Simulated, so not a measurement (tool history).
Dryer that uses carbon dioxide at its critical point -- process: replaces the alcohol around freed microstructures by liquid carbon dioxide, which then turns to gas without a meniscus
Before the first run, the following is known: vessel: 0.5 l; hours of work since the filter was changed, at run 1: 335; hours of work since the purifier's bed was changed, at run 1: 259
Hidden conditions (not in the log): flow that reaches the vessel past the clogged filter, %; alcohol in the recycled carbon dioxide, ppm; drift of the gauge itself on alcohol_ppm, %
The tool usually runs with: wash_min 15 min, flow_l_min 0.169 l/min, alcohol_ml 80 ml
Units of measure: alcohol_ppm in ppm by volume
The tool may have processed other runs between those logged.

run,hour,wash_min,flow_l_min,alcohol_ml,hours of work since the filter was changed,hours of work since the purifier's bed was changed,alcohol_ppm
1,0,15,0.169,80,335,259,3590
# hour 8.2: inlet filter changed
2,11.4,15,0.169,80,2,266,2773
3,22.4,15,0.169,80,10,274,2797
4,28.6,15,0.169,80,14,279,2760
5,40.4,15,0.169,80,23,287,2792
6,45.6,15,0.262,80,27,291,314
7,56.8,11,0.169,80,34,299,8125
8,65,11,0.169,80,40,304,8316
9,74,15,0.172,33,47,311,1147
10,80.3,15,0.129,27,51,315,2597
11,91.8,15,0.129,27,59,323,2640
12,98.5,20,0.2,27,64,328,148
13,106.3,20,0.2,27,70,334,150
14,118.2,14,0.268,43,78,342,260
15,129,21,0.268,49,86,350,75
16,141,22,0.146,67,94,358,925

3 ways to go on from here, each from the tool as it stands after run 16. What would each give?
A,150.8,14,0.276,100,101,365,?
B,150.8,15,0.217,80,101,365,?
C,150.8,9,0.207,80,101,365,?

run,alcohol_ppm
A,469
B,985
C,8462
Without the tool's hidden state the same runs would have given:
run,alcohol_ppm
A,336
B,784
C,7629

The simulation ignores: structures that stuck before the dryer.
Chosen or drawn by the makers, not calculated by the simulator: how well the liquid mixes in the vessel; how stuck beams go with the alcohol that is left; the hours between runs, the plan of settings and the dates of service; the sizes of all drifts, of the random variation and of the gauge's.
